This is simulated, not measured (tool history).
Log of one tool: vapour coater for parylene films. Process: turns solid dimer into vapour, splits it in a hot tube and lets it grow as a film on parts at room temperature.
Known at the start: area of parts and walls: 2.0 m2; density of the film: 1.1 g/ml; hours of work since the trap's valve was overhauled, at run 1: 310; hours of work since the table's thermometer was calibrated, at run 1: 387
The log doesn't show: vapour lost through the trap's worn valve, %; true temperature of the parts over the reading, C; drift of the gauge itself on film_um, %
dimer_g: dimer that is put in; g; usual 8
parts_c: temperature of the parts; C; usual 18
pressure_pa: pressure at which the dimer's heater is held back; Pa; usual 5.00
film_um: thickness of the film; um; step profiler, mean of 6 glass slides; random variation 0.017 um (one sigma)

| run | hour | dimer_g | parts_c | pressure_pa | hours of work since the trap's valve was overhauled | hours of work since the table's thermometer was calibrated | film_um |
|---|---|---|---|---|---|---|---|
| 1 | 0.0 | 8 | 18 | 5.00 | 310 | 387 | 2.70 |
| 2 | 23.8 | 8 | 18 | 5.00 | 324 | 401 | 2.71 |
| 3 | 35.8 | 8 | 18 | 5.00 | 331 | 409 | 2.70 |
| 4 | 55.3 | 8 | 18 | 5.00 | 343 | 420 | 2.70 |
| 5 | 72.0 | 8 | 18 | 5.00 | 353 | 430 | 2.70 |
| 6 | 88.4 | 8 | 18 | 5.00 | 362 | 440 | 2.67 |
| 7 | 106.1 | 8 | 10 | 5.00 | 373 | 451 | 3.41 |
| 8 | 135.3 | 8 | 10 | 5.00 | 390 | 468 | 3.42 |
| 9 | 160.3 | 8 | 18 | 5.00 | 405 | 483 | 2.69 |
| 10 | 178.4 | 8 | 18 | 5.00 | 416 | 494 | 2.69 |
| 11 | 190.4 | 8 | 18 | 5.00 | 423 | 501 | 2.71 |
| 12 | 216.0 | 8 | 18 | 5.00 | 439 | 516 | 2.69 |
| 13 | 245.0 | 8 | 18 | 4.14 | 456 | 534 | 2.77 |
| 14 | 259.6 | 9 | 18 | 4.14 | 465 | 542 | 3.13 |
| 15 | 281.6 | 9 | 18 | 4.14 | 478 | 555 | 3.11 |
| 16 | 303.9 | 9 | 18 | 4.14 | 491 | 569 | 3.13 |
| 17 | 326.5 | 9 | 18 | 4.14 | 505 | 582 | 3.11 |
| 18 | 343.7 | 8 | 29 | 2.24 | 515 | 593 | 2.25 |
| 19 | 369.6 | 8 | 18 | 3.49 | 530 | 608 | 2.87 |
| 20 | 388.5 | 7 | 18 | 2.28 | 542 | 619 | 2.72 |
| 21 | 411.1 | 8 | 24 | 6.58 | 555 | 633 | 2.17 |
| 22 | 429.1 | 8 | 24 | 6.58 | 566 | 644 | 2.16 |
| 23 | 452.5 | 8 | 20 | 2.09 | 580 | 658 | 2.94 |
| 24 | 478.7 | 6 | 18 | 5.25 | 596 | 673 | 1.99 |
| 25 | 502.3 | 6 | 18 | 5.25 | 610 | 687 | 2.02 |
|  | 518.1 | trap's valve overhauled |
| 26 | 526.3 | 8 | 12 | 4.29 | 5 | 699 | 3.28 |
| 27 | 554.9 | 5 | 15 | 7.66 | 22 | 716 | 1.71 |

Hidden state at the last listed run before each entry between runs and at the first one after, where it differs:
Between runs 25 and 26: trap's valve overhauled (hour 518.1)
  vapour lost through the trap's worn valve, %: 0.3 -> 0
